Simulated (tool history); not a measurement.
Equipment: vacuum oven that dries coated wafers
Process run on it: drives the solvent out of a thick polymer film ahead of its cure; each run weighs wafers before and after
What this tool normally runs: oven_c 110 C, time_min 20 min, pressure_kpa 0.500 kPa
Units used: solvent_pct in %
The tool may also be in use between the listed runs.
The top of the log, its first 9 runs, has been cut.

run,hour,oven_c,time_min,pressure_kpa,hours of work since the thermocouples were calibrated,hours of work since the vacuum gauge was cleaned of residue,solvent_pct
10,73.5,110,20,0.626,467,61,0.64
11,80.4,119,20,0.500,470,64,0.16
12,86.1,119,20,0.500,473,67,0.17
13,97.6,119,20,0.500,478,72,0.17
14,105.9,119,20,0.500,482,76,0.17
15,115.8,108,20,0.500,487,81,0.78
16,128.0,95,23,0.380,493,87,2.97
17,136.8,122,19,1.301,497,91,0.28
18,143.5,122,19,1.301,500,94,0.29
19,152.7,122,19,1.301,504,98,0.27
20,163.2,110,24,0.514,509,103,0.39
21,175.0,110,24,0.514,515,109,0.41
22,186.3,114,20,0.848,520,114,0.41
23,194.5,114,20,0.848,524,118,0.38
24,205.8,114,20,1.342,530,124,0.56
25,214.9,112,24,0.500,534,128,0.27
26,226.9,110,20,0.307,540,134,0.53
27,234.5,110,20,0.307,543,137,0.56
28,240.8,108,18,0.500,546,140,1.01
29,250.2,101,20,0.258,551,145,1.96
30,259.9,115,27,1.190,555,149,0.36

3 options for the next run, each taken on its own from the tool as it stands now. Forecast them:
A,270.1,123,27,0.279,560,154,?
B,270.1,119,19,0.500,560,154,?
C,270.1,114,18,0.500,560,154,?

run,solvent_pct
A,0.09
B,0.19
C,0.37
Without the tool's unlogged condition, the same runs would have read:
run,solvent_pct
A,0.08
B,0.17
C,0.34
